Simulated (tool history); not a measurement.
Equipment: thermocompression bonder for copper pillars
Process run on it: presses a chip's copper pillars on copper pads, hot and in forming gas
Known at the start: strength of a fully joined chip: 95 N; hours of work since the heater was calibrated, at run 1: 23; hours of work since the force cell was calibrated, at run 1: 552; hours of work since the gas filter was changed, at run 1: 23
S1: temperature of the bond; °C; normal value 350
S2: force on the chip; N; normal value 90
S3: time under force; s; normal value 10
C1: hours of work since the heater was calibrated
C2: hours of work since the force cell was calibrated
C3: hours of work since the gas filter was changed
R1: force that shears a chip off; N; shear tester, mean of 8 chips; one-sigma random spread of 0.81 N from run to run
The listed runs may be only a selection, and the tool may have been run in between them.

run	day	S1	S2	S3	C1	C2	C3	R1
1	0.000	350	90	10	23	552	23	61.9
2	1.879	350	90	10	55	584	55	59.2
3	4.896	374	90	10	107	637	107	65.5
# day 7.017: forming gas filter changed
4	8.067	374	90	10	162	691	18	70.2
5	10.846	374	90	10	210	739	66	67.7
6	14.138	350	90	10	267	796	123	57.9
# day 15.208: forming gas filter changed
7	16.821	336	90	10	313	842	28	55.9
8	18.975	350	90	10	350	879	65	60.0
9	21.562	350	90	10	395	924	110	57.6
# day 23.667: forming gas filter changed
10	24.350	350	90	10	442	972	12	62.0
11	26.117	350	90	10	473	1002	42	61.1
# day 26.500: force cell calibrated
12	29.342	350	90	10	528	49	97	62.7
13	31.279	350	90	10	561	83	131	60.1
# day 32.154: forming gas filter changed
14	35.467	350	90	10	633	155	57	65.2
15	38.342	350	104	10	683	204	107	66.1
# day 40.404: forming gas filter changed
16	41.442	350	104	10	736	257	18	70.8
17	45.471	350	104	10	806	327	88	68.3
# day 46.796: heater calibrated with a thermocouple chip
18	47.488	350	104	10	12	361	121	64.0
# day 48.850: forming gas filter changed
19	50.296	350	104	10	60	409	25	67.7
20	54.138	350	103	10	127	475	91	62.2
21	56.821	350	103	10	173	521	138	60.4
# day 57.212: forming gas filter changed
22	60.079	321	111	12	229	577	50	59.5
23	63.529	350	78	20	288	637	109	66.0
# day 65.529: forming gas filter changed
24	67.017	350	78	20	348	697	26	69.8
25	69.729	350	119	8	395	744	73	65.6
26	72.683	362	83	13	446	795	124	64.8
# day 73.821: forming gas filter changed
27	75.083	362	108	9	487	836	22	70.7
28	78.238	353	102	7	542	891	76	60.6
29	80.904	344	120	18	588	937	122	73.7
# day 82.054: forming gas filter changed
30	83.450	350	90	12	632	980	24	66.5
# day 85.162: force cell calibrated
31	85.654	352	90	6	669	9	61	56.0
32	89.025	374	60	12	727	67	119	60.3
# day 90.425: forming gas filter changed
33	92.138	350	79	6	780	120	30	53.8
# day 94.992: heater calibrated with a thermocouple chip
34	95.742	359	90	10	13	181	90	63.0
35	98.308	359	90	10	57	225	135	61.4

Predict the results of run 36:
# day 98.942: forming gas filter changed
36	100.917	339	96	13	102	270	34	?

{"run 36": {"R1": 64.3}}
With no hidden state in the tool, this same run would have given R1 66.0 N.
